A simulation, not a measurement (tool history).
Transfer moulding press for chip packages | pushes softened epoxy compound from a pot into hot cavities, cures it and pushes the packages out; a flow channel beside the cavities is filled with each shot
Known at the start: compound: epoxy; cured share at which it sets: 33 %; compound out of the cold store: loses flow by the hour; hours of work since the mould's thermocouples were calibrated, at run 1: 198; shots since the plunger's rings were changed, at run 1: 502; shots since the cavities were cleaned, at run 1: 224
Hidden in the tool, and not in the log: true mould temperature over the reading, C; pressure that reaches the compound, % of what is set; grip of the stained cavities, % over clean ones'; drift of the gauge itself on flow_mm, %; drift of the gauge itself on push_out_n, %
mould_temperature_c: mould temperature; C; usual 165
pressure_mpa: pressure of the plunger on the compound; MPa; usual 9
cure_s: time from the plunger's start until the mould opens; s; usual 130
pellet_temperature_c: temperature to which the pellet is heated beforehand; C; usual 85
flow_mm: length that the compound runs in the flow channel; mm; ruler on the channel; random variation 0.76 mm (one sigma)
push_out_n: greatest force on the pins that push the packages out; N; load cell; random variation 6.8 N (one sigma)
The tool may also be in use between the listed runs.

run     day  mould_temperature_c  pressure_mpa  cure_s  pellet_temperature_c  hours of work since the mould's thermocouples were calibrated  shots since the plunger's rings were changed  shots since the cavities were cleaned  incoming compound's hours out of the cold store  flow_mm  push_out_n
  1       0                  165             9     130                    85                                                            198                                           502                                    224                                              8.4    646.9         280
  2   4.054                  165             9     130                    79                                                            260                                          1352                                   1074                                             27.6    578.8         268
      4.408  -- cavities cleaned with cleaning compound and waxed
  3   6.638                  165             9     130                    79                                                            298                                          1881                                    467                                             42.1    532.6         267
      8.842  -- mould's thermocouples calibrated
  4   9.308                  165             9     130                    79                                                              7                                          2423                                   1009                                             16.3    615.2         282
      9.888  -- cavities cleaned with cleaning compound and waxed
     10.554  -- plunger's sealing rings changed
  5  13.325                  165             9     130                    79                                                             66                                           581                                    699                                             40.1    539.3         258
     15.621  -- cavities cleaned with cleaning compound and waxed
  6  16.196                  165             9     130                    79                                                            108                                          1170                                    120                                             13.9    626.6         283
  7  19.671                  165             9     130                    79                                                            161                                          1900                                    850                                               17      613         299
     21.075  -- cavities cleaned with cleaning compound and waxed
     23.433  -- plunger's sealing rings changed
  8  23.992                  165             9     130                    79                                                            225                                           117                                    590                                             40.1    538.3         266
     26.692  -- cavities cleaned with cleaning compound and waxed
  9  27.042                  165             9     130                    79                                                            270                                           744                                     74                                             28.1    576.6         269
 10  29.275                  165             9     130                    79                                                            304                                          1212                                    542                                              8.9    642.7         294
     31.162  -- mould's thermocouples calibrated
 11  31.696                  165             9     130                    89                                                              8                                          1702                                   1032                                             30.6    567.6         274
     32.296  -- cavities cleaned with cleaning compound and waxed
 12  33.904                  165             9     130                    85                                                             41                                          2153                                    338                                             22.3    596.3         282
     36.279  -- plunger's sealing rings changed
 13  36.279                  161             9     130                    85                                                             75                                             0                                    814                                             32.2    572.4         331
     38.042  -- cavities cleaned with cleaning compound and waxed
 14  39.183                  161             9     130                    85                                                            119                                           596                                    239                                             47.5      526         312
 15  42.442                  161             9     130                    85                                                            168                                          1280                                    923                                             19.8    615.9         350
     43.512  -- cavities cleaned with cleaning compound and waxed
 16   44.35                  161             9     130                    85                                                            196                                          1667                                    176                                             12.9    640.9         345
 17  47.012                  161             9     130                    85                                                            237                                          2226                                    735                                             30.6    577.7         327
     49.125  -- plunger's sealing rings changed
     49.188  -- cavities cleaned with cleaning compound and waxed
 18  49.833                  161             9     130                    85                                                            277                                           135                                    135                                             12.9    640.2         361
 19  52.725                  172             9     130                    85                                                            321                                           742                                    742                                             10.1    622.5         240
     53.367  -- mould's thermocouples calibrated
     54.762  -- cavities cleaned with cleaning compound and waxed
 20  55.488                  159         10.09     130                    89                                                             31                                          1291                                    152                                               26      632         356
 21  59.021                  172          7.07     130                    85                                                             85                                          2032                                    893                                             22.1    514.2         238
      60.15  -- cavities cleaned with cleaning compound and waxed
     62.033  -- plunger's sealing rings changed
 22  62.596                  165             9     110                    80                                                            137                                           118                                    491                                             18.6      610         374
     65.883  -- cavities cleaned with cleaning compound and waxed
 23  66.529                  169           8.7     131                    80                                                            196                                           930                                    135                                             26.4    564.8         245
 24  68.554                  169          8.86     131                    80                                                            227                                          1355                                    560                                               48    504.1         231
 25  70.654                  163          8.86     131                    79                                                            259                                          1796                                   1001                                             37.8    545.6         298
     71.371  -- cavities cleaned with cleaning compound and waxed
 26  74.154                  165         10.78     130                    78                                                            311                                          2517                                    584                                             10.9    695.1         273
     74.821  -- plunger's sealing rings changed
     75.662  -- mould's thermocouples calibrated
     77.088  -- cavities cleaned with cleaning compound and waxed
 27  78.375                  164          6.92     130                    78                                                             40                                           716                                    271                                             31.6    497.9         269
 28  81.142                  164          6.92     130                    78                                                             82                                          1296                                    851                                             13.3    552.8         304

How the hidden state differs across the entries between the runs, from the last listed run before each to the first after it:
Between runs 2 and 3: cavities cleaned with cleaning compound and waxed (day 4.408)
  pressure that reaches the compound, % of what is set: 99.95 -> 99.94; grip of the stained cavities, % over clean ones': 1.9 -> 1.2
Between runs 3 and 4: mould's thermocouples calibrated (day 8.842)
  true mould temperature over the reading, C: 0.02 -> 0; pressure that reaches the compound, % of what is set: 99.94 -> 99.92; grip of the stained cavities, % over clean ones': 1.2 -> 1.9
Between runs 4 and 5: cavities cleaned with cleaning compound and waxed (day 9.888); plunger's sealing rings changed (day 10.554)
  true mould temperature over the reading, C: 0 -> 0.01; pressure that reaches the compound, % of what is set: 99.92 -> 99.97; grip of the stained cavities, % over clean ones': 1.9 -> 1.6
Between runs 5 and 6: cavities cleaned with cleaning compound and waxed (day 15.621)
  pressure that reaches the compound, % of what is set: 99.97 -> 99.95; grip of the stained cavities, % over clean ones': 1.6 -> 0.4
Between runs 7 and 8: cavities cleaned with cleaning compound and waxed (day 21.075); plunger's sealing rings changed (day 23.433)
  pressure that reaches the compound, % of what is set: 99.93 -> 99.99; grip of the stained cavities, % over clean ones': 1.7 -> 1.5
Between runs 8 and 9: cavities cleaned with cleaning compound and waxed (day 26.692)
  true mould temperature over the reading, C: 0.01 -> 0.02; pressure that reaches the compound, % of what is set: 99.99 -> 99.97; grip of the stained cavities, % over clean ones': 1.5 -> 0.2
Between runs 10 and 11: mould's thermocouples calibrated (day 31.162)
  true mould temperature over the reading, C: 0.02 -> 0; pressure that reaches the compound, % of what is set: 99.95 -> 99.94; grip of the stained cavities, % over clean ones': 1.3 -> 1.9
Between runs 11 and 12: cavities cleaned with cleaning compound and waxed (day 32.296)
  pressure that reaches the compound, % of what is set: 99.94 -> 99.92; grip of the stained cavities, % over clean ones': 1.9 -> 1
Between runs 12 and 13: plunger's sealing rings changed (day 36.279)
  true mould temperature over the reading, C: 0 -> 0.01; pressure that reaches the compound, % of what is set: 99.92 -> 100; grip of the stained cavities, % over clean ones': 1 -> 1.7
Between runs 13 and 14: cavities cleaned with cleaning compound and waxed (day 38.042)
  pressure that reaches the compound, % of what is set: 100 -> 99.98; grip of the stained cavities, % over clean ones': 1.7 -> 0.7
Between runs 15 and 16: cavities cleaned with cleaning compound and waxed (day 43.512)
  pressure that reaches the compound, % of what is set: 99.96 -> 99.95; grip of the stained cavities, % over clean ones': 1.8 -> 0.5
Between runs 17 and 18: plunger's sealing rings changed (day 49.125); cavities cleaned with cleaning compound and waxed (day 49.188)
  true mould temperature over the reading, C: 0.01 -> 0.02; pressure that reaches the compound, % of what is set: 99.93 -> 99.99; grip of the stained cavities, % over clean ones': 1.6 -> 0.4
Between runs 19 and 20: mould's thermocouples calibrated (day 53.367); cavities cleaned with cleaning compound and waxed (day 54.762)
  true mould temperature over the reading, C: 0.02 -> 0.01; pressure that reaches the compound, % of what is set: 99.98 -> 99.96; grip of the stained cavities, % over clean ones': 1.6 -> 0.5
Between runs 21 and 22: cavities cleaned with cleaning compound and waxed (day 60.15); plunger's sealing rings changed (day 62.033)
  pressure that reaches the compound, % of what is set: 99.94 -> 99.99; grip of the stained cavities, % over clean ones': 1.8 -> 1.2
Between runs 22 and 23: cavities cleaned with cleaning compound and waxed (day 65.883)
  pressure that reaches the compound, % of what is set: 99.99 -> 99.97; grip of the stained cavities, % over clean ones': 1.2 -> 0.5
Between runs 25 and 26: cavities cleaned with cleaning compound and waxed (day 71.371)
  pressure that reaches the compound, % of what is set: 99.94 -> 99.92; grip of the stained cavities, % over clean ones': 1.9 -> 1.4
Between runs 26 and 27: plunger's sealing rings changed (day 74.821); mould's thermocouples calibrated (day 75.662); cavities cleaned with cleaning compound and waxed (day 77.088)
  true mould temperature over the reading, C: 0.02 -> 0.01; pressure that reaches the compound, % of what is set: 99.92 -> 99.95; grip of the stained cavities, % over clean ones': 1.4 -> 0.8
